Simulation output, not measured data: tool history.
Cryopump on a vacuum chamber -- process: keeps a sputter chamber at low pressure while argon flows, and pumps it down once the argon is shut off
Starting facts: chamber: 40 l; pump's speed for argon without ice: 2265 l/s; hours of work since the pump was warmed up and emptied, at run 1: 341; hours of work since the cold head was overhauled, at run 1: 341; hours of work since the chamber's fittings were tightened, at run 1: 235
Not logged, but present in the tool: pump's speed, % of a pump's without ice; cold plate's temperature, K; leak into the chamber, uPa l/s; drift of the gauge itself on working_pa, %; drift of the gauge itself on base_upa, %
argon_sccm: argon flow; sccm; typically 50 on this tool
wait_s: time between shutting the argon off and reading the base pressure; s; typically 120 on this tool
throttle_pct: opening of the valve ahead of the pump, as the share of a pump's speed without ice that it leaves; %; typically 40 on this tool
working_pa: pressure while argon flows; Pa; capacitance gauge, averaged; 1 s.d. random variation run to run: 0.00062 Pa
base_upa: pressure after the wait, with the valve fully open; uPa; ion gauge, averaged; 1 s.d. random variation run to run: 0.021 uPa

run   hour  argon_sccm  wait_s  throttle_pct  hours of work since the pump was warmed up and emptied  hours of work since the cold head was overhauled  hours of work since the chamber's fittings were tightened  working_pa  base_upa
  1      0          50     120            40                                                     341                                               341                                                        235      0.0984      0.48
  2   31.6          50     120            40                                                     366                                               366                                                        260      0.0979      0.47
  3   50.4          50     120            40                                                     380                                               380                                                        274      0.0999      0.47
  4   74.8          50     159            40                                                     400                                               400                                                        293         0.1      0.44
  5  102.8          67     159            40                                                     421                                               421                                                        315      0.1343      0.45
  6  126.3          91     120            40                                                     440                                               440                                                        334      0.1836      0.53
  7  152.6          91     120            40                                                     461                                               461                                                        354      0.1844      0.52
  8  186.4          91     120            40                                                     487                                               487                                                        381      0.1848      0.54
  9    221          42      23            21                                                     514                                               514                                                        408      0.1557      1.46
 10  256.3          53      49            36                                                     542                                               542                                                        436      0.1202      0.89
 11  283.4          26      49            21                                                     563                                               563                                                        457      0.0978      0.88
 12  320.5          26      49            21                                                     592                                               592                                                        486      0.0979      0.92
 13  338.9          50     120            42                                                     607                                               607                                                        501      0.0986      0.62
 14  371.2          50     120            42                                                     632                                               632                                                        526      0.0997      0.58
 15  413.9          50     120            42                                                     666                                               666                                                        560      0.1014      0.66
 16  451.5          49     158            25                                                     695                                               695                                                        589      0.1578      0.63

Some steps in working_pa between neighbouring runs. How much of each would the tool show without its hidden state too (settings, what came in, random variation), and how much is left for the hidden state, with any gauge scatter that isn't in both results?
Run 8 -> 9: argon_sccm 91 -> 42, wait_s 120 -> 23, throttle_pct 40 -> 21. working_pa -0.0291 Pa: hidden state -0.0078, all else -0.0213.
Run 15 -> 16: argon_sccm 50 -> 49, wait_s 120 -> 158, throttle_pct 42 -> 25. working_pa +0.0564 Pa: hidden state +0.0004, all else +0.056.

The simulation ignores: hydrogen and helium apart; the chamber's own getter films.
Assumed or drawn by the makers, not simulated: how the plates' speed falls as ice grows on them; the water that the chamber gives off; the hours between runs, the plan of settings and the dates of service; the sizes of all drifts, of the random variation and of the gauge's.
